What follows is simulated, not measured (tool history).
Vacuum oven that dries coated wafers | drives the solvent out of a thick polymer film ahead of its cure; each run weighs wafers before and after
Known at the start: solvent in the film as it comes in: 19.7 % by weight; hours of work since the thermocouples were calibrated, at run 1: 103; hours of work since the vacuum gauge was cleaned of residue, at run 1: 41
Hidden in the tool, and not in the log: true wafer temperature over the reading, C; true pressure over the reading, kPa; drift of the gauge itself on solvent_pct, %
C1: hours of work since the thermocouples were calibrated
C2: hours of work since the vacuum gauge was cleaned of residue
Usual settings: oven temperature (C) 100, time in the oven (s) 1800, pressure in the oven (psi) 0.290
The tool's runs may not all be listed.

Run 1, hour 0.0: usual settings; C1 103; C2 41. Result: solvent left in the film (%) 1.59.
Run 2, hour 68.6: usual settings but pressure in the oven (psi) 0.203; C1 143; C2 82. Result: solvent left in the film (%) 1.31.
Run 3, hour 143.9: usual settings but pressure in the oven (psi) 0.271; C1 187; C2 126. Result: solvent left in the film (%) 1.53.
Run 4, hour 219.8: usual settings but pressure in the oven (psi) 0.271; C1 232; C2 171. Result: solvent left in the film (%) 1.56.
Run 5, hour 276.6: usual settings but pressure in the oven (psi) 0.271; C1 265; C2 204. Result: solvent left in the film (%) 1.55.
Run 6, hour 342.6: usual settings but pressure in the oven (psi) 0.271; C1 304; C2 243. Result: solvent left in the film (%) 1.57.
Run 7, hour 411.2: usual settings but pressure in the oven (psi) 0.271; C1 344; C2 283. Result: solvent left in the film (%) 1.61.
Run 8, hour 485.1: usual settings but pressure in the oven (psi) 0.271; C1 388; C2 327. Result: solvent left in the film (%) 1.59.
Run 9, hour 544.0: usual settings but pressure in the oven (psi) 0.664; C1 422; C2 361. Result: solvent left in the film (%) 2.86.
Run 10, hour 585.9: usual settings; C1 447; C2 386. Result: solvent left in the film (%) 1.67.

The next listed run, before its measurement:
Run 11, hour 642.3: usual settings; C1 480; C2 419. Result: solvent left in the film (%) ?.

solvent left in the film (%): 1.67
Without the tool's hidden state the same run would have given solvent left in the film (%) 1.59.
